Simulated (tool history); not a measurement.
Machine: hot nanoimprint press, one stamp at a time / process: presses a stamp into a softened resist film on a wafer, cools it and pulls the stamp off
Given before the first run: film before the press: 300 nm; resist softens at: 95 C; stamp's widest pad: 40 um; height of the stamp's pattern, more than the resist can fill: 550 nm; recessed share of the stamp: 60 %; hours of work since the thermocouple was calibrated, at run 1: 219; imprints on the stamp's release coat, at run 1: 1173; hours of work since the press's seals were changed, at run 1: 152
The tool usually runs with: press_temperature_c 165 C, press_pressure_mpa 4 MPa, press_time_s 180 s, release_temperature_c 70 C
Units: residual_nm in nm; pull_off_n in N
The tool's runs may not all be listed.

run   hour  press_temperature_c  press_pressure_mpa  press_time_s  release_temperature_c  hours of work since the thermocouple was calibrated  imprints on the stamp's release coat  hours of work since the press's seals were changed  residual_nm  pull_off_n
  1      0                  165                   4           180                     70                                                  219                                  1173                                                 152        132.3         101
  2    6.7                  165                   4           180                     70                                                  222                                  1196                                                 155        132.1          97
  3   18.6                  164                   4           180                     70                                                  228                                  1237                                                 161        137.6         100
  4   28.1                  164                   4           180                     70                                                  232                                  1270                                                 165        136.5          97
  5   36.6                  163                   4           180                     70                                                  236                                  1299                                                 169        142.9          98
  6   47.1                  165                   4           180                     70                                                  241                                  1335                                                 174        131.1         100
  7   54.4                  165                   4           180                     70                                                  244                                  1360                                                 177        130.9          99
  8   61.7                  165                   4           180                     70                                                  248                                  1385                                                 181        130.3          97
  9   70.9                  165                   4           180                     70                                                  252                                  1416                                                 185        130.6          98
 10   76.4                  165                   4           180                     67                                                  255                                  1435                                                 188        130.3         103
 11   82.5                  165                   4           180                     67                                                  258                                  1456                                                 190        129.6         103
 12   94.4                  165                   4           180                     67                                                  263                                  1497                                                 196        129.9         101
 13  100.1                  165                   4           180                     67                                                  266                                  1517                                                 199        129.4         106
 14  107.1                  165                   4           180                     67                                                  269                                  1541                                                 202        129.4         104
 15    113                  165                   4           180                     67                                                  272                                  1561                                                 205        129.6         106
     119.9  -- gauge calibrated
 16  120.1                  162                   4           180                     70                                                  275                                  1585                                                 208        149.9          98
 17  131.3                  175                3.93           190                     70                                                  280                                  1624                                                 213         85.5          97
 18  141.3                  175                3.93           190                     70                                                  285                                  1658                                                 218         85.3          99
 19    147                  165                6.05           266                     56                                                  288                                  1678                                                 221         92.3         124
 20  152.6                  165                6.05           266                     56                                                  290                                  1697                                                 223         91.7         130
 21  161.6                  165                6.05           266                     56                                                  295                                  1728                                                 227         92.4         127
 22    173                  159                3.67            96                     70                                                  300                                  1767                                                 233        206.4          98
 23  183.8                  169                2.47           165                     70                                                  305                                  1804                                                 238        141.5         100
     193.1  -- stamp cleaned and given a new release coat
 24  198.5                  169                2.47           165                     70                                                  309                                    19                                                 242        140.2          98
 25  203.8                  171                4.69           140                     60                                                  311                                    37                                                 244        103.9         115
 26  208.7                  171                4.69           140                     60                                                  314                                    54                                                 247          104         116
 27  219.3                  171                4.69           140                     60                                                  319                                    90                                                 251        103.9         114
 28  225.3                  165                3.72            93                     70                                                  321                                   111                                                 254        168.4          97
 29  235.9                  165                3.72            93                     70                                                  326                                   147                                                 259        167.8          96
 30    247                  165                3.07           259                     71                                                  332                                   185                                                 264        125.9          95

Predict each of these 4 candidate next runs independently; none follows another, all start after run 30:
  A  255.9                  165                5.26           104                     60                                                  336                                   216                                                 269            ?           ?
  B  255.9                  165                3.07           253                     71                                                  336                                   216                                                 269            ?           ?
  C  255.9                  165                3.81           180                     70                                                  336                                   216                                                 269            ?           ?
  D  255.9                  165                4.49           110                     70                                                  336                                   216                                                 269            ?           ?

run  residual_nm  pull_off_n
  A        140.6         114
  B        126.5          97
  C        131.8          98
  D        148.1          97
Without the tool's unlogged condition, the same runs would have read:
run  residual_nm  pull_off_n
  A        144.7         114
  B        130.2          97
  C        135.6          98
  D        152.3          97
